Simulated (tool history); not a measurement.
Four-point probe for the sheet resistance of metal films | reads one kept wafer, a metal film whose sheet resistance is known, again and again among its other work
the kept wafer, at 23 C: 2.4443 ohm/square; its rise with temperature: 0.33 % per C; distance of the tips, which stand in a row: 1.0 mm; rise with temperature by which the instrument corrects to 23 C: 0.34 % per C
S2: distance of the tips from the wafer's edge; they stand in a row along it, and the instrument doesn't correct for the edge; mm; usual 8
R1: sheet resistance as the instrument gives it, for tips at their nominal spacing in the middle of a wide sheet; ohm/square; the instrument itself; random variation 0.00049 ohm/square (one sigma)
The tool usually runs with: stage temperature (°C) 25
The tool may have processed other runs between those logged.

{"run": 1, "day": 0.0, "stage temperature (°C)": 25, "S2": 8, "R1": 2.448057}
{"run": 2, "day": 1.346, "stage temperature (°C)": 34, "S2": 8, "R1": 2.447121}
{"run": 3, "day": 3.454, "stage temperature (°C)": 34, "S2": 22, "R1": 2.429012}
{"run": 4, "day": 5.592, "stage temperature (°C)": 34, "S2": 22, "R1": 2.427789}
{"run": 5, "day": 7.792, "stage temperature (°C)": 34, "S2": 22, "R1": 2.428606}
{"run": 6, "day": 9.908, "stage temperature (°C)": 34, "S2": 22, "R1": 2.427435}
{"run": 7, "day": 11.658, "stage temperature (°C)": 25, "S2": 16, "R1": 2.431612}
{"run": 8, "day": 12.708, "stage temperature (°C)": 25, "S2": 16, "R1": 2.431267}
{"run": 9, "day": 13.812, "stage temperature (°C)": 25, "S2": 16, "R1": 2.431029}
{"run": 10, "day": 15.133, "stage temperature (°C)": 25, "S2": 16, "R1": 2.430237}
{"run": 11, "day": 17.175, "stage temperature (°C)": 33, "S2": 33, "R1": 2.423928}
{"run": 12, "day": 19.325, "stage temperature (°C)": 28, "S2": 18, "R1": 2.428522}
{"run": 13, "day": 20.604, "stage temperature (°C)": 28, "S2": 18, "R1": 2.427622}
{"run": 14, "day": 22.358, "stage temperature (°C)": 28, "S2": 8, "R1": 2.443457}
{"run": 15, "day": 23.962, "stage temperature (°C)": 33, "S2": 55, "R1": 2.423785}
{"run": 16, "day": 24.888, "stage temperature (°C)": 32, "S2": 11, "R1": 2.432484}
{"run": 17, "day": 25.862, "stage temperature (°C)": 25, "S2": 32, "R1": 2.424991}
{"run": 18, "day": 27.121, "stage temperature (°C)": 25, "S2": 59, "R1": 2.423474}
{"run": 19, "day": 28.979, "stage temperature (°C)": 21, "S2": 16, "R1": 2.4277}
{"run": 20, "day": 30.988, "stage temperature (°C)": 30, "S2": 14, "R1": 2.428354}

Hidden state or all else? Some run-to-run changes of R1, split into what the settings, what came in and random variation would give without the hidden state, and what is left for the hidden state (with any gauge scatter that isn't in both results):
Hidden state present: inner tips' distance over the nominal, %; tips' flats over new ones', %; wafer's true temperature over the reading, C; drift of the gauge itself on sheet_ohm, %.
Run 2 -> 3: S2 8 -> 22. R1 -0.018109 ohm/square: hidden state -0.000333, all else -0.017776.
Run 13 -> 14: S2 18 -> 8. R1 +0.015835 ohm/square: hidden state -0.000451, all else +0.016286.
Run 14 -> 15: stage temperature (°C) 28 -> 33, S2 8 -> 55. R1 -0.019672 ohm/square: hidden state -0.000280, all else -0.019392.
Run 19 -> 20: stage temperature (°C) 21 -> 30, S2 16 -> 14. R1 +0.000654 ohm/square: hidden state -0.000553, all else +0.001207.
